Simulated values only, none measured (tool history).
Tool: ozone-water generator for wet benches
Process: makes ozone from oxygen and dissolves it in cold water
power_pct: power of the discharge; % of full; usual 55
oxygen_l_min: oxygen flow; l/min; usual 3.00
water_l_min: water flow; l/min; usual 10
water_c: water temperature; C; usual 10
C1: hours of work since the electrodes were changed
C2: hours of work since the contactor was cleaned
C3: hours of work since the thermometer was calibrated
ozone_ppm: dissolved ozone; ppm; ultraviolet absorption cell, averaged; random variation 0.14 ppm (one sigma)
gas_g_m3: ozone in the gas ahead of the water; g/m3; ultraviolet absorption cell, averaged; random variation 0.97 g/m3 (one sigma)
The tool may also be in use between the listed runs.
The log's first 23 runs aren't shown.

Run 24, day 99.271: usual settings but power_pct 54 % of full, oxygen_l_min 5.13 l/min, water_l_min 16 l/min, water_c 5 C; C1 3223; C2 9219; C3 1089. Result: ozone_ppm 12.7 ppm, gas_g_m3 135.4 g/m3.
Run 25, day 104.596: usual settings but water_c 7 C; C1 3333; C2 9329; C3 1199. Result: ozone_ppm 18.2 ppm, gas_g_m3 170.1 g/m3.
Run 26, day 107.692: usual settings but water_c 7 C; C1 3397; C2 9393; C3 1263. Result: ozone_ppm 17.5 ppm, gas_g_m3 169.0 g/m3.
Run 27, day 113.508: usual settings but water_c 7 C; C1 3517; C2 9514; C3 1384. Result: ozone_ppm 18.2 ppm, gas_g_m3 169.0 g/m3.
Run 28, day 116.962: usual settings but water_c 7 C; C1 3589; C2 9585; C3 1455. Result: ozone_ppm 17.7 ppm, gas_g_m3 171.4 g/m3.
Run 29, day 120.842: usual settings but water_l_min 12 l/min; C1 3669; C2 9665; C3 1536. Result: ozone_ppm 14.5 ppm, gas_g_m3 170.3 g/m3.
At day 126.717: contactor cleaned.
Run 30, day 126.717: usual settings but power_pct 45 % of full, oxygen_l_min 4.42 l/min, water_l_min 12 l/min; C1 3788; C2 0; C3 1654. Result: ozone_ppm 13.1 ppm, gas_g_m3 125.0 g/m3.
At day 130.929: gauge calibrated.
Run 31, day 132.333: usual settings but power_pct 45 % of full, oxygen_l_min 4.42 l/min, water_l_min 12 l/min; C1 3904; C2 116; C3 1770. Result: ozone_ppm 13.2 ppm, gas_g_m3 122.5 g/m3.
Run 32, day 137.133: usual settings but power_pct 58 % of full, oxygen_l_min 4.42 l/min, water_l_min 12 l/min, water_c 12 C; C1 4003; C2 216; C3 1870. Result: ozone_ppm 15.6 ppm, gas_g_m3 147.2 g/m3.

Forecast each of these 5 alternatives for the next run:
Run A, day 141.662: usual settings but water_c 14 C; C1 4097; C2 310; C3 1964. Result: ozone_ppm ?, gas_g_m3 ?.
Run B, day 141.662: usual settings but power_pct 89 % of full, oxygen_l_min 4.42 l/min, water_l_min 8 l/min, water_c 6 C; C1 4097; C2 310; C3 1964. Result: ozone_ppm ?, gas_g_m3 ?.
Run C, day 141.662: usual settings but water_l_min 9 l/min; C1 4097; C2 310; C3 1964. Result: ozone_ppm ?, gas_g_m3 ?.
Run D, day 141.662: usual settings but power_pct 58 % of full, oxygen_l_min 4.42 l/min, water_l_min 16 l/min, water_c 7 C; C1 4097; C2 310; C3 1964. Result: ozone_ppm ?, gas_g_m3 ?.
Run E, day 141.662: usual settings but power_pct 89 % of full; C1 4097; C2 310; C3 1964. Result: ozone_ppm ?, gas_g_m3 ?.

run  ozone_ppm  gas_g_m3
  A       16.0     166.5
  B       33.4     202.1
  C       19.0     166.5
  D       12.6     149.8
  E       24.4     236.2
Without the tool's hidden state the same runs would have given:
run  ozone_ppm  gas_g_m3
  A       16.0     166.1
  B       33.4     201.7
  C       19.0     166.1
  D       12.6     149.5
  E       24.4     235.8
